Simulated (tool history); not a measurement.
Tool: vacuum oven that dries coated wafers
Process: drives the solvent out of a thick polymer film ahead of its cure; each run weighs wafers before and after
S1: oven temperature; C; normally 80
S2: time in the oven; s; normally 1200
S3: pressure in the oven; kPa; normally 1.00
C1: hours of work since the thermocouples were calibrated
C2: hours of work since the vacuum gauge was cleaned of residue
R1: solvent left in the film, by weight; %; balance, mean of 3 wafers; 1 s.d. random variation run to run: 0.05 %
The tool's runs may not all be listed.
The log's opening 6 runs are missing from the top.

run   hour  S1    S2    S3   C1    C2    R1
  7  275.8  80  1200  1.00   44  1380  1.11
  8  321.8  80  1200  1.00   79  1415  1.02
  9  386.7  80  1200  1.00  129  1465  1.14
 10  422.7  80   960  1.00  157  1493  1.52
 11  470.7  80  1200  1.00  194  1530  1.20
 12  499.7  80  1200  1.61  216  1552  1.42
 13  536.7  80  1200  1.61  244  1580  1.44
 14  576.6  80  1200  1.61  275  1611  1.57
 15  641.5  80  1260  1.00  325  1661  1.08
 16  704.1  80  1260  1.00  373  1709  1.09
 17  733.0  74   660  0.73  395  1732  3.52
 18  773.3  82  1320  0.83  427  1763  0.84
 19  804.6  78   660  0.96  451  1787  2.86
 20  849.7  80   660  2.19  485  1821  3.15

Run 21, settings as shown, results not yet in. Your forecast:
 21  888.7  80  660  2.19  515  1851   ?

R1: 3.01 %
Take away the tool's hidden state, keep the run-to-run variation as it was, and the same run would have given R1 2.56 %.
